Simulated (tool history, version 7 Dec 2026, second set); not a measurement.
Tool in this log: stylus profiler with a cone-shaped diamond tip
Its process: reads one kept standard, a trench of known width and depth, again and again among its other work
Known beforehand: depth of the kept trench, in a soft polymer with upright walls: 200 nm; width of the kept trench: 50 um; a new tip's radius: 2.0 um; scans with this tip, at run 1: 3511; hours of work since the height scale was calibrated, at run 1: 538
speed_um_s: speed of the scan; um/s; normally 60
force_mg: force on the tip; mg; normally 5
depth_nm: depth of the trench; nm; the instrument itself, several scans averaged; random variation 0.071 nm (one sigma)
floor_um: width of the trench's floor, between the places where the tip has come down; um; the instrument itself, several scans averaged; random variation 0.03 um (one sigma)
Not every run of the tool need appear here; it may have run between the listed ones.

run    hour  speed_um_s  force_mg  scans with this tip  hours of work since the height scale was calibrated  depth_nm  floor_um
  1       0          60         5                 3511                                                  538    205.22      47.8
  2     142         141         5                 4162                                                  638    205.41     47.37
  3   246.9          60         5                 4642                                                  712    205.46     47.73
  4     322          19         5                 4985                                                  764     205.4      47.9
  5   438.2          19         5                 5517                                                  846    205.45     47.83
  6     576          19         5                 6148                                                  943    205.59     47.86
  7   694.8          63         5                 6693                                                 1026    205.65     47.61
      734.2  -- height scale calibrated on a step standard
  8   763.7          60         5                 7006                                                   21    204.86      47.6
  9   823.5          60     12.58                 7280                                                   63    209.32      47.7
 10   958.5          60      2.77                 7897                                                  157    203.36     47.49
 11  1072.8          60      2.77                 8421                                                  238    203.57     47.45
 12  1180.4         145      2.77                 8913                                                  313    203.46     46.89
 13  1248.4         200         5                 9225                                                  361    205.15     46.86
 14  1342.7         200         5                 9657                                                  427    205.23      46.9
 15  1442.7         200         5                10115                                                  497    205.29     46.82
 16  1523.4         200         5                10484                                                  554    205.14     46.78
 17  1648.6         200         5                11057                                                  642    205.33     46.75
 18  1743.6         200     14.96                11492                                                  709    210.74     47.13
 19  1881.8          60         5                12125                                                  806    205.41     47.33
 20  2013.2          60         5                12727                                                  898    205.63     47.31
 21  2108.2          56         5                13162                                                  965    205.52     47.33
     2232.2  -- height scale calibrated on a step standard
 22  2232.5          56         5                13729                                                    0    204.98     47.27
 23  2304.8          56         5                14060                                                   51    204.95     47.27
 24  2445.3          18      4.53                14703                                                  150    204.77     47.39
 25  2541.2          25      3.91                15142                                                  217    204.27     47.37
 26    2631          27      2.28                15553                                                  280    203.09     47.32
 27  2773.3          39       7.8                16205                                                  380    206.83     47.32
 28  2845.8          19      7.98                16537                                                  431     207.1     47.32
 29  2961.8          30      1.68                17068                                                  512    202.71     47.15
 30  3046.2          31      8.21                17454                                                  571    207.41     47.27
 31  3147.5          31      2.89                17918                                                  643    203.82     47.12
 32  3242.2          31      2.89                18351                                                  709    203.94     47.15
 33    3332          31      2.89                18763                                                  772    203.89     47.09
 34  3412.4          48      5.02                19131                                                  829     205.6      47.1
 35  3518.2          15      5.02                19616                                                  903    205.47     47.24
 36  3621.4          19      6.45                20088                                                  975    206.43     47.19
 37  3723.8          26     10.14                20557                                                 1047    208.63     47.19
     3733.3  -- height scale calibrated on a step standard
 38  3815.8          33      5.63                20976                                                   58    205.35     47.07
 39  3906.9          33       5.6                21393                                                  122    205.35     47.07
 40  4049.9          45     10.17                22048                                                  222    208.16     47.02
 41  4164.5         174      1.78                22572                                                  303    202.77      45.9

Expected results for the next run?
 42  4266.9          46      2.24                23041                                                  375         ?         ?

{"run 42": {"depth_nm": 203.04, "floor_um": 46.81}}
Without the tool's hidden state the same run would have given depth_nm 202.85 nm, floor_um 47.91 um.

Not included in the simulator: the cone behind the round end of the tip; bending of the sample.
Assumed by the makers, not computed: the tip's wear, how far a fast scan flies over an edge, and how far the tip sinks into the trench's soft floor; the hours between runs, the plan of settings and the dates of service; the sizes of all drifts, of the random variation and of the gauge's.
